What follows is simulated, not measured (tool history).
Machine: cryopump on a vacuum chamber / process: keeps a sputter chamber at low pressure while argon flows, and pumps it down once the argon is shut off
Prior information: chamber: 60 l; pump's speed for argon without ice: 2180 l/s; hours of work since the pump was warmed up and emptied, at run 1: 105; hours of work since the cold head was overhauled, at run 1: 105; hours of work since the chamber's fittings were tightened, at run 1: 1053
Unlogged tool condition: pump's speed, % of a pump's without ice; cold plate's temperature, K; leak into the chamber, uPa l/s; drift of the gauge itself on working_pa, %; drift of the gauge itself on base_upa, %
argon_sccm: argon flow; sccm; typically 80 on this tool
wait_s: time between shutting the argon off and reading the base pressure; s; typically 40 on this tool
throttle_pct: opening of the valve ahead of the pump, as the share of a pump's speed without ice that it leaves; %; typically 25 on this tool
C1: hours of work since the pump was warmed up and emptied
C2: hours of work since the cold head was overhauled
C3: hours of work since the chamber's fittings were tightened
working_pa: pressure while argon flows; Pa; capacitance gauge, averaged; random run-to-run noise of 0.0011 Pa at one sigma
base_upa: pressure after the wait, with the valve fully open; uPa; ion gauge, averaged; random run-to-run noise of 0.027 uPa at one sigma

Run 1, day 0: usual settings; C1 105; C2 105; C3 1053. Result: working_pa 0.2513 Pa, base_upa 2.21 uPa.
Run 2, day 0.533: usual settings but wait_s 201 s; C1 115; C2 115; C3 1062. Result: working_pa 0.2488 Pa, base_upa 1.36 uPa.
Run 3, day 1.283: usual settings but wait_s 201 s; C1 129; C2 129; C3 1076. Result: working_pa 0.2514 Pa, base_upa 1.38 uPa.
Run 4, day 1.812: usual settings but wait_s 289 s; C1 138; C2 138; C3 1086. Result: working_pa 0.2485 Pa, base_upa 1.31 uPa.
Run 5, day 2.517: usual settings but wait_s 289 s; C1 151; C2 151; C3 1099. Result: working_pa 0.2503 Pa, base_upa 1.36 uPa.
Run 6, day 3.071: usual settings but wait_s 289 s; C1 161; C2 161; C3 1109. Result: working_pa 0.2474 Pa, base_upa 1.27 uPa.
Run 7, day 3.462: usual settings but argon_sccm 95 sccm; C1 169; C2 169; C3 1116. Result: working_pa 0.2979 Pa, base_upa 2.26 uPa.
Run 8, day 4.179: usual settings but argon_sccm 95 sccm; C1 182; C2 182; C3 1129. Result: working_pa 0.2985 Pa, base_upa 2.23 uPa.
Run 9, day 4.817: usual settings but argon_sccm 95 sccm; C1 194; C2 194; C3 1141. Result: working_pa 0.2986 Pa, base_upa 2.32 uPa.
Run 10, day 5.271: usual settings but argon_sccm 95 sccm; C1 202; C2 202; C3 1149. Result: working_pa 0.2962 Pa, base_upa 2.25 uPa.
Run 11, day 5.729: usual settings; C1 210; C2 210; C3 1158. Result: working_pa 0.25 Pa, base_upa 2.31 uPa.
Run 12, day 6.3: usual settings but throttle_pct 56 %; C1 221; C2 221; C3 1168. Result: working_pa 0.1131 Pa, base_upa 2.26 uPa.
Run 13, day 6.671: usual settings but throttle_pct 56 %; C1 228; C2 228; C3 1175. Result: working_pa 0.1139 Pa, base_upa 2.3 uPa.
Run 14, day 7.171: usual settings but throttle_pct 56 %; C1 237; C2 237; C3 1184. Result: working_pa 0.1139 Pa, base_upa 2.26 uPa.
Run 15, day 7.583: usual settings but throttle_pct 56 %; C1 244; C2 244; C3 1192. Result: working_pa 0.1131 Pa, base_upa 2.33 uPa.
Run 16, day 7.892: usual settings but throttle_pct 26 %; C1 250; C2 250; C3 1197. Result: working_pa 0.241 Pa, base_upa 2.31 uPa.
Run 17, day 8.504: usual settings; C1 261; C2 261; C3 1209. Result: working_pa 0.2528 Pa, base_upa 2.33 uPa.
Run 18, day 8.908: usual settings but argon_sccm 49 sccm, wait_s 45 s; C1 269; C2 269; C3 1216. Result: working_pa 0.1532 Pa, base_upa 2.19 uPa.
Run 19, day 9.662: usual settings but argon_sccm 64 sccm, wait_s 50 s; C1 282; C2 282; C3 1230. Result: working_pa 0.2004 Pa, base_upa 2.13 uPa.
Run 20, day 10.4: usual settings but argon_sccm 88 sccm, wait_s 33 s, throttle_pct 36 %; C1 296; C2 296; C3 1244. Result: working_pa 0.1936 Pa, base_upa 2.64 uPa.
Run 21, day 11.021: usual settings but argon_sccm 88 sccm, wait_s 33 s, throttle_pct 36 %; C1 307; C2 307; C3 1255. Result: working_pa 0.1934 Pa, base_upa 2.58 uPa.
Run 22, day 11.417: usual settings but argon_sccm 88 sccm, wait_s 33 s, throttle_pct 36 %; C1 315; C2 315; C3 1262. Result: working_pa 0.1927 Pa, base_upa 2.58 uPa.
Run 23, day 11.846: usual settings but argon_sccm 88 sccm, wait_s 35 s, throttle_pct 36 %; C1 323; C2 323; C3 1270. Result: working_pa 0.192 Pa, base_upa 2.57 uPa.
Run 24, day 12.433: usual settings but argon_sccm 102 sccm, wait_s 96 s, throttle_pct 31 %; C1 333; C2 333; C3 1281. Result: working_pa 0.2588 Pa, base_upa 1.8 uPa.
Run 25, day 13.025: usual settings but argon_sccm 44 sccm, wait_s 96 s, throttle_pct 29 %; C1 344; C2 344; C3 1292. Result: working_pa 0.119 Pa, base_upa 1.87 uPa.
Run 26, day 13.633: usual settings but argon_sccm 41 sccm, wait_s 101 s, throttle_pct 23 %; C1 355; C2 355; C3 1303. Result: working_pa 0.1391 Pa, base_upa 1.84 uPa.
Run 27, day 14.183: usual settings but argon_sccm 41 sccm, wait_s 101 s, throttle_pct 23 %; C1 365; C2 365; C3 1313. Result: working_pa 0.1412 Pa, base_upa 1.79 uPa.
Run 28, day 14.704: usual settings but argon_sccm 98 sccm, wait_s 44 s, throttle_pct 32 %; C1 375; C2 375; C3 1322. Result: working_pa 0.2412 Pa, base_upa 2.35 uPa.
Run 29, day 15.008: usual settings but argon_sccm 46 sccm, wait_s 58 s, throttle_pct 21 %; C1 381; C2 381; C3 1328. Result: working_pa 0.1726 Pa, base_upa 2.18 uPa.
Run 30, day 15.675: usual settings but argon_sccm 46 sccm, wait_s 58 s, throttle_pct 21 %; C1 393; C2 393; C3 1340. Result: working_pa 0.1717 Pa, base_upa 2.16 uPa.
Run 31, day 16.329: usual settings but argon_sccm 97 sccm, wait_s 197 s, throttle_pct 41 %; C1 405; C2 405; C3 1352. Result: working_pa 0.1876 Pa, base_upa 1.67 uPa.
Run 32, day 16.729: usual settings but argon_sccm 49 sccm, wait_s 121 s, throttle_pct 37 %; C1 412; C2 412; C3 1360. Result: working_pa 0.1045 Pa, base_upa 1.82 uPa.
Run 33, day 17.475: usual settings but argon_sccm 49 sccm, wait_s 121 s, throttle_pct 37 %; C1 426; C2 426; C3 1373. Result: working_pa 0.105 Pa, base_upa 1.85 uPa.
Run 34, day 17.938: usual settings but argon_sccm 49 sccm, wait_s 121 s, throttle_pct 37 %; C1 434; C2 434; C3 1382. Result: working_pa 0.1055 Pa, base_upa 1.86 uPa.

Below are 3 alternative next runs, each starting from the tool's condition after run 34. Predict each:
Run A, day 18.433: usual settings but argon_sccm 81 sccm; C1 443; C2 443; C3 1391. Result: working_pa ?, base_upa ?.
Run B, day 18.433: usual settings but argon_sccm 40 sccm, throttle_pct 42 %; C1 443; C2 443; C3 1391. Result: working_pa ?, base_upa ?.
Run C, day 18.433: usual settings but argon_sccm 49 sccm, wait_s 28 s, throttle_pct 37 %; C1 443; C2 443; C3 1391. Result: working_pa ?, base_upa ?.

run  working_pa  base_upa
  A      0.2563       2.6
  B      0.0758      2.57
  C      0.1058      2.95
With no hidden state in the tool, these same runs would have given:
run  working_pa  base_upa
  A      0.2517      1.21
  B      0.0735      1.17
  C       0.103       1.6
